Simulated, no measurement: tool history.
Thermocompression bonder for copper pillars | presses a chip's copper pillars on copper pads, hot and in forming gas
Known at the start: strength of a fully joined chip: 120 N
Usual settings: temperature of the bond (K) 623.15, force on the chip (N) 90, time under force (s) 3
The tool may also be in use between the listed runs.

run,hour,temperature of the bond (K),force on the chip (N),time under force (s),force that shears a chip off (N)
1,0,623.15,90,3,49
2,17.6,623.15,90,3,47.7
3,34.7,623.15,107,3,54.1
4,52,623.15,107,3,54
5,64.2,616.15,90,3,44
6,76.4,616.15,90,3,44.1
7,95.6,626.15,90,3,49.6
8,104.1,635.15,90,2,48.2
# hour 106.8: force cell calibrated
9,120.3,635.15,84,7,72.4
10,133.1,646.15,88,3,63.1
11,145.4,646.15,88,3,62.6
12,158.1,623.15,90,6,62.7
13,171.3,623.15,100,3,51.3

Forecast each of these 3 alternatives for the next run:
A,180.4,626.15,61,8,?
B,180.4,630.15,56,5,?
C,180.4,623.15,67,3,?

run,force that shears a chip off (N)
A,56
B,47.3
C,38.9
Without the tool's hidden state the same runs would have given:
run,force that shears a chip off (N)
A,59.7
B,50.6
C,41.9
